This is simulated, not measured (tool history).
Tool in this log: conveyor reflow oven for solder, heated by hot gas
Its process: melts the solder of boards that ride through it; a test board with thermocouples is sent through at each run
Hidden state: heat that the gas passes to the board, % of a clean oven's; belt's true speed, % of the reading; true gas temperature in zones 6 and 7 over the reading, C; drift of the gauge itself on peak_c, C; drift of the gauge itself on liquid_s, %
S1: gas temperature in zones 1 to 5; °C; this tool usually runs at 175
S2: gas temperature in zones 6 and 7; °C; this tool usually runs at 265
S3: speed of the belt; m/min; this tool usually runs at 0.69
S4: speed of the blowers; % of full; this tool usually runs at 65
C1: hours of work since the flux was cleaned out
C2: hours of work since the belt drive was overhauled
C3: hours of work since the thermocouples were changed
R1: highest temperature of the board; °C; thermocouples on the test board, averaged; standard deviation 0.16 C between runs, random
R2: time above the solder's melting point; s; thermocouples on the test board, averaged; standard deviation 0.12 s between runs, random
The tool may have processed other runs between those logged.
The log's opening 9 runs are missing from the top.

{"run": 10, "hour": 62.3, "S1": 175, "S2": 265, "S3": 0.69, "S4": 69, "C1": 128, "C2": 185, "C3": 128, "R1": 252.9, "R2": 54}
{"run": 11, "hour": 67.2, "S1": 175, "S2": 265, "S3": 0.69, "S4": 69, "C1": 130, "C2": 186, "C3": 130, "R1": 253, "R2": 54.2}
{"hour": 71.7, "done": "belt drive overhauled, speed set with a stopwatch"}
{"run": 12, "hour": 75.5, "S1": 175, "S2": 265, "S3": 0.69, "S4": 69, "C1": 132, "C2": 2, "C3": 132, "R1": 253.3, "R2": 54.2}
{"run": 13, "hour": 80.9, "S1": 175, "S2": 265, "S3": 0.69, "S4": 69, "C1": 134, "C2": 4, "C3": 134, "R1": 253.1, "R2": 54.3}
{"run": 14, "hour": 87.3, "S1": 175, "S2": 265, "S3": 0.69, "S4": 69, "C1": 137, "C2": 6, "C3": 137, "R1": 253, "R2": 54.3}
{"run": 15, "hour": 91.9, "S1": 175, "S2": 265, "S3": 0.69, "S4": 65, "C1": 139, "C2": 8, "C3": 139, "R1": 252.7, "R2": 53.5}
{"run": 16, "hour": 99.3, "S1": 175, "S2": 278, "S3": 0.69, "S4": 65, "C1": 142, "C2": 11, "C3": 142, "R1": 264.2, "R2": 59.5}
{"run": 17, "hour": 106.5, "S1": 175, "S2": 263, "S3": 0.69, "S4": 88, "C1": 144, "C2": 14, "C3": 144, "R1": 253.7, "R2": 55.7}
{"run": 18, "hour": 114.9, "S1": 171, "S2": 263, "S3": 0.561, "S4": 88, "C1": 148, "C2": 17, "C3": 148, "R1": 257.7, "R2": 70.9}
{"run": 19, "hour": 119.5, "S1": 171, "S2": 274, "S3": 0.612, "S4": 76, "C1": 150, "C2": 19, "C3": 150, "R1": 264.7, "R2": 67.6}
{"run": 20, "hour": 124.0, "S1": 171, "S2": 274, "S3": 0.612, "S4": 76, "C1": 152, "C2": 21, "C3": 152, "R1": 264.9, "R2": 67.4}
{"hour": 136.2, "done": "belt drive overhauled, speed set with a stopwatch, once more"}
{"run": 21, "hour": 138.4, "S1": 170, "S2": 278, "S3": 0.759, "S4": 76, "C1": 156, "C2": 1, "C3": 156, "R1": 262.5, "R2": 51.8}
{"run": 22, "hour": 143.4, "S1": 170, "S2": 278, "S3": 0.759, "S4": 76, "C1": 158, "C2": 3, "C3": 158, "R1": 262.5, "R2": 51.8}
{"run": 23, "hour": 153.8, "S1": 182, "S2": 262, "S3": 0.793, "S4": 82, "C1": 162, "C2": 7, "C3": 162, "R1": 250, "R2": 46.9}
{"run": 24, "hour": 158.2, "S1": 168, "S2": 255, "S3": 0.793, "S4": 60, "C1": 164, "C2": 9, "C3": 164, "R1": 237.3, "R2": 31.8}
{"run": 25, "hour": 164.9, "S1": 168, "S2": 275, "S3": 0.593, "S4": 60, "C1": 166, "C2": 12, "C3": 166, "R1": 263.9, "R2": 67.6}
{"run": 26, "hour": 174.6, "S1": 175, "S2": 268, "S3": 0.69, "S4": 67, "C1": 170, "C2": 16, "C3": 170, "R1": 255.4, "R2": 55.4}

Expected results for the next run?
{"run": 27, "hour": 179.4, "S1": 175, "S2": 268, "S3": 0.69, "S4": 67, "C1": 172, "C2": 17, "C3": 172, "R1": "?", "R2": "?"}

R1: 255.4 °C
R2: 55.2 s
Had the tool carried no hidden state, the very same run would have given R1 256.1 °C, R2 55.7 s.
